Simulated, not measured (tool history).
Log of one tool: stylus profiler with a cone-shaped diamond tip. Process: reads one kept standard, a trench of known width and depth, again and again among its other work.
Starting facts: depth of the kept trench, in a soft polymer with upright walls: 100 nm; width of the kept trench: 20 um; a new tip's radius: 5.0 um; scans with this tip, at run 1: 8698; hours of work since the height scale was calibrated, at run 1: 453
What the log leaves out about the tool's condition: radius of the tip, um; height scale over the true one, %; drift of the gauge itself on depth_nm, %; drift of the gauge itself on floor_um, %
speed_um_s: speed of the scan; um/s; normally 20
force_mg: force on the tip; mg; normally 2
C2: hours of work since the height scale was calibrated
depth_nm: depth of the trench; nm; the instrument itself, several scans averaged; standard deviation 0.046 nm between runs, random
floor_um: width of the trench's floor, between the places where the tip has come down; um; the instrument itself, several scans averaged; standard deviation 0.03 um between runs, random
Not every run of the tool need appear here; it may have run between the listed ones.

run 1 day=0 | speed_um_s=20 force_mg=2 | scans_with_this_tip=8698 C2=453 | depth_nm=100.26 floor_um=17.42
run 2 day=1.917 | speed_um_s=25 force_mg=2 | scans_with_this_tip=8884 C2=490 | depth_nm=100.25 floor_um=17.39
run 3 day=4.375 | speed_um_s=62 force_mg=2 | scans_with_this_tip=9123 C2=537 | depth_nm=100.29 floor_um=17.17
run 4 day=6.988 | speed_um_s=20 force_mg=3.06 | scans_with_this_tip=9377 C2=586 | depth_nm=100.47 floor_um=17.43
run 5 day=8.283 | speed_um_s=20 force_mg=5.42 | scans_with_this_tip=9503 C2=611 | depth_nm=100.73 floor_um=17.43
run 6 day=9.833 | speed_um_s=20 force_mg=5.42 | scans_with_this_tip=9654 C2=640 | depth_nm=100.71 floor_um=17.41
run 7 day=11.712 | speed_um_s=20 force_mg=5.42 | scans_with_this_tip=9836 C2=676 | depth_nm=100.75 floor_um=17.41
run 8 day=14.342 | speed_um_s=25 force_mg=5.42 | scans_with_this_tip=10091 C2=726 | depth_nm=100.74 floor_um=17.42
run 9 day=17.129 | speed_um_s=25 force_mg=5.74 | scans_with_this_tip=10362 C2=779 | depth_nm=100.71 floor_um=17.36
run 10 day=19.912 | speed_um_s=20 force_mg=1.9 | scans_with_this_tip=10632 C2=832 | depth_nm=100.21 floor_um=17.33
run 11 day=22.675 | speed_um_s=20 force_mg=3.64 | scans_with_this_tip=10901 C2=885 | depth_nm=100.43 floor_um=17.35
run 12 day=24.992 | speed_um_s=20 force_mg=2 | scans_with_this_tip=11126 C2=929 | depth_nm=100.11 floor_um=17.28
run 13 day=26.421 | speed_um_s=20 force_mg=2 | scans_with_this_tip=11265 C2=956 | depth_nm=100.18 floor_um=17.26
run 14 day=28.212 | speed_um_s=20 force_mg=2 | scans_with_this_tip=11439 C2=990 | depth_nm=100.16 floor_um=17.28
run 15 day=31.054 | speed_um_s=20 force_mg=2 | scans_with_this_tip=11715 C2=1044 | depth_nm=100.14 floor_um=17.24
run 16 day=32.888 | speed_um_s=20 force_mg=2 | scans_with_this_tip=11893 C2=1079 | depth_nm=100.05 floor_um=17.28
run 17 day=35.7 | speed_um_s=20 force_mg=2 | scans_with_this_tip=12166 C2=1133 | depth_nm=100.07 floor_um=17.26
run 18 day=38.329 | speed_um_s=20 force_mg=2 | scans_with_this_tip=12422 C2=1183 | depth_nm=100 floor_um=17.21
run 19 day=40.333 | speed_um_s=20 force_mg=2 | scans_with_this_tip=12617 C2=1221 | depth_nm=100.02 floor_um=17.26
-- day=41.079 height scale calibrated on a step standard
run 20 day=42.15 | speed_um_s=20 force_mg=2 | scans_with_this_tip=12791 C2=20 | depth_nm=100.44 floor_um=17.24
run 21 day=43.946 | speed_um_s=20 force_mg=2 | scans_with_this_tip=12965 C2=55 | depth_nm=100.37 floor_um=17.18
run 22 day=45.338 | speed_um_s=19 force_mg=2 | scans_with_this_tip=13100 C2=81 | depth_nm=100.5 floor_um=17.23
run 23 day=47.508 | speed_um_s=19 force_mg=2 | scans_with_this_tip=13311 C2=122 | depth_nm=100.4 floor_um=17.18
run 24 day=49.988 | speed_um_s=19 force_mg=2 | scans_with_this_tip=13552 C2=169 | depth_nm=100.42 floor_um=17.21
run 25 day=51.625 | speed_um_s=50 force_mg=2.33 | scans_with_this_tip=13711 C2=201 | depth_nm=100.4 floor_um=16.99
run 26 day=53.304 | speed_um_s=8 force_mg=1.77 | scans_with_this_tip=13875 C2=233 | depth_nm=100.28 floor_um=17.17
run 27 day=56.233 | speed_um_s=26 force_mg=0.8 | scans_with_this_tip=14159 C2=288 | depth_nm=100.2 floor_um=17.03
run 28 day=57.808 | speed_um_s=26 force_mg=0.8 | scans_with_this_tip=14312 C2=318 | depth_nm=100.16 floor_um=17
run 29 day=60.404 | speed_um_s=8 force_mg=2 | scans_with_this_tip=14564 C2=368 | depth_nm=100.33 floor_um=17.18
run 30 day=62.746 | speed_um_s=35 force_mg=0.91 | scans_with_this_tip=14791 C2=412 | depth_nm=100.13 floor_um=16.97
run 31 day=64.521 | speed_um_s=20 force_mg=3.92 | scans_with_this_tip=14964 C2=446 | depth_nm=100.51 floor_um=17.12
run 32 day=66.879 | speed_um_s=74 force_mg=1.2 | scans_with_this_tip=15193 C2=491 | depth_nm=100.16 floor_um=16.74
run 33 day=70.062 | speed_um_s=10 force_mg=3.6 | scans_with_this_tip=15503 C2=551 | depth_nm=100.43 floor_um=17.14
run 34 day=72.679 | speed_um_s=10 force_mg=3.6 | scans_with_this_tip=15757 C2=601 | depth_nm=100.48 floor_um=17.18
run 35 day=75.604 | speed_um_s=43 force_mg=0.92 | scans_with_this_tip=16041 C2=657 | depth_nm=99.95 floor_um=16.8
run 36 day=77.217 | speed_um_s=20 force_mg=4.11 | scans_with_this_tip=16197 C2=687 | depth_nm=100.5 floor_um=17.11
run 37 day=79.875 | speed_um_s=6 force_mg=2.03 | scans_with_this_tip=16456 C2=738 | depth_nm=100.16 floor_um=17.17
run 38 day=82.158 | speed_um_s=51 force_mg=0.75 | scans_with_this_tip=16678 C2=782 | depth_nm=99.94 floor_um=16.75
run 39 day=83.592 | speed_um_s=51 force_mg=0.75 | scans_with_this_tip=16817 C2=809 | depth_nm=99.91 floor_um=16.74
run 40 day=86.729 | speed_um_s=51 force_mg=0.75 | scans_with_this_tip=17122 C2=869 | depth_nm=99.81 floor_um=16.69
run 41 day=89.538 | speed_um_s=57 force_mg=0.69 | scans_with_this_tip=17394 C2=922 | depth_nm=99.89 floor_um=16.6
run 42 day=91.033 | speed_um_s=17 force_mg=4.06 | scans_with_this_tip=17540 C2=950 | depth_nm=100.42 floor_um=17.05
run 43 day=93.517 | speed_um_s=31 force_mg=4.11 | scans_with_this_tip=17781 C2=998 | depth_nm=100.38 floor_um=17.02
run 44 day=96.475 | speed_um_s=17 force_mg=2.3 | scans_with_this_tip=18068 C2=1054 | depth_nm=100.09 floor_um=17.05
run 45 day=98.267 | speed_um_s=18 force_mg=2.34 | scans_with_this_tip=18242 C2=1088 | depth_nm=100.11 floor_um=16.98
run 46 day=99.829 | speed_um_s=18 force_mg=2.34 | scans_with_this_tip=18394 C2=1118 | depth_nm=100.16 floor_um=17.01

Each row is a separate what-if for the run after 46, all from the same tool condition, not one after another. Results?
run A day=101.421 | speed_um_s=9 force_mg=2.88 | scans_with_this_tip=18549 C2=1148 | depth_nm=? floor_um=?
run B day=101.421 | speed_um_s=20 force_mg=1.13 | scans_with_this_tip=18549 C2=1148 | depth_nm=? floor_um=?
run C day=101.421 | speed_um_s=27 force_mg=4.31 | scans_with_this_tip=18549 C2=1148 | depth_nm=? floor_um=?

run=A depth_nm=100.2 floor_um=17.06
run=B depth_nm=99.92 floor_um=16.91
run=C depth_nm=100.4 floor_um=16.96
Without the tool's unlogged condition, the same runs would have read:
run=A depth_nm=100.66 floor_um=17.99
run=B depth_nm=100.37 floor_um=17.84
run=C depth_nm=100.85 floor_um=17.9

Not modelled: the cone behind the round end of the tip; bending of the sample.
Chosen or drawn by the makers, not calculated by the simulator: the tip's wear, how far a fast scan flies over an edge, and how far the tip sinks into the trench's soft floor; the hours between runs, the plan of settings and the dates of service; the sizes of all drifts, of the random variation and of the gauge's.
